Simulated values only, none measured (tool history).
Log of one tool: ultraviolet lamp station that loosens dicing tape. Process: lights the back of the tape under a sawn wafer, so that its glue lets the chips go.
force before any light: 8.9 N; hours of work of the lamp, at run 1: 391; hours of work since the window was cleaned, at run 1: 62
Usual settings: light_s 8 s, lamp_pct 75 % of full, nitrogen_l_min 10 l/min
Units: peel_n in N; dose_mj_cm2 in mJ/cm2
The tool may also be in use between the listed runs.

run   hour  light_s  lamp_pct  nitrogen_l_min  hours of work of the lamp  hours of work since the window was cleaned  peel_n  dose_mj_cm2
  1      0        8        75              10                        391                                          62   0.338          412
  2   46.2        8        75              10                        412                                          83   0.338          402
  3   87.3        8        75               8                        431                                         102   0.452          396
  4    140        8        75              17                        455                                         126   0.205          394
  5  182.9        8        75              17                        475                                         145   0.217          385
  6  229.4        8        75              10                        496                                         167   0.404          380
  7  263.1        8        75              10                        511                                         182   0.399          378
  8    323        8        75              10                        539                                         210   0.431          363
  9    366        8        75              10                        559                                         229   0.448          359
 10  435.7        6        75               5                        590                                         261   1.691          262
     472.5  -- window cleaned of glue's vapour
 11  480.6        6        75               5                        611                                           4   1.318          312
 12  547.9       11        60               4                        642                                          34   0.738          443
 13  579.4       14        89              10                        656                                          49   0.078          816
 14  611.1        4        75              15                        670                                          63   1.285          197
 15    652        4        75              15                        689                                          82    1.24          195
 16  690.3       10        83               8                        707                                         100   0.209          528
 17  728.4       10        83               8                        724                                         117   0.228          520
 18  774.4       10        83               8                        745                                         138   0.231          510

The same runs without the tool's hidden state, with the same run-to-run variation:
The hidden state here: lamp's light, % of a new lamp's; light that the window lets through, % of a clean one's; drift of the gauge itself on peel_n, %; drift of the gauge itself on dose_mj_cm2, %.
run  peel_n  dose_mj_cm2
  1   0.247          463
  2   0.235          459
  3   0.307          459
  4   0.135          464
  5   0.137          462
  6   0.234          463
  7   0.219          467
  8   0.226          459
  9   0.227          461
 10    1.02          346
 11   1.047          351
 12   0.527          510
 13   0.074          950
 14   0.925          231
 15   0.869          233
 16    0.13          640
 17   0.137          640
 18   0.132          638
